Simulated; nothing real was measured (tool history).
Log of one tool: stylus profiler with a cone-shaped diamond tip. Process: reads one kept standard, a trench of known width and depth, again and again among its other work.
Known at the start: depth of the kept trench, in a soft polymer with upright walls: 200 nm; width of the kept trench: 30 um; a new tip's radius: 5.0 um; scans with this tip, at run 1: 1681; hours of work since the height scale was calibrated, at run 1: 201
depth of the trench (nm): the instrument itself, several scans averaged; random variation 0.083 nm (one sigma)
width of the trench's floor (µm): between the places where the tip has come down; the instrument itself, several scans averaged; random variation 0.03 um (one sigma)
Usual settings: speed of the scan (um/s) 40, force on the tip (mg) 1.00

run   hour  speed of the scan (um/s)  force on the tip (mg)  scans with this tip  hours of work since the height scale was calibrated  depth of the trench (nm)  width of the trench's floor (µm)
  1    0.0                        40                   1.00                 1681                                                  201                    201.46                             26.60
  2   39.4                        40                   1.00                 1854                                                  222                    201.59                             26.56
  3   63.3                        40                   1.00                 1959                                                  234                    201.46                             26.59
  4  106.3                        40                   1.00                 2148                                                  257                    201.45                             26.47
  5  140.7                        40                   1.00                 2299                                                  275                    201.39                             26.48
  6  167.4                        40                   1.00                 2416                                                  289                    201.40                             26.46
  7  189.5                        40                   1.00                 2513                                                  301                    201.41                             26.45
  8  228.3                        40                   1.00                 2684                                                  321                    201.56                             26.42
  9  260.9                       114                   1.00                 2827                                                  338                    201.55                             25.76
     263.3  -- height scale calibrated on a step standard
 10  306.0                       114                   1.00                 3023                                                   22                    201.67                             25.75
 11  335.9                       114                   1.00                 3155                                                   38                    201.47                             25.71
 12  362.6                       114                   1.00                 3272                                                   52                    201.70                             25.79
 13  394.5                        15                   1.54                 3412                                                   69                    201.97                             26.55
     422.3  -- height scale calibrated on a step standard, once more
 14  436.9                        59                   1.54                 3596                                                    8                    201.58                             26.25
 15  462.7                        23                   1.54                 3710                                                   21                    201.61                             26.46
 16  492.9                       138                   2.52                 3842                                                   37                    202.24                             25.89
 17  521.5                        72                   0.74                 3968                                                   52                    200.95                             25.91
 18  561.8                        72                   0.74                 4145                                                   73                    201.09                             25.88

3 ways to go on from here, each from the tool as it stands after run 18. What would each give?
  A  583.1                        54                   1.95                 4238                                                   85                         ?                                 ?
  B  583.1                       131                   1.57                 4238                                                   85                         ?                                 ?
  C  583.1                        36                   0.38                 4238                                                   85                         ?                                 ?

run  depth of the trench (nm)  width of the trench's floor (µm)
  A                    201.83                             26.24
  B                    201.75                             25.67
  C                    200.64                             26.06
Without the tool's hidden state the same runs would have given:
run  depth of the trench (nm)  width of the trench's floor (µm)
  A                    201.76                             26.90
  B                    201.68                             26.34
  C                    200.57                             26.73
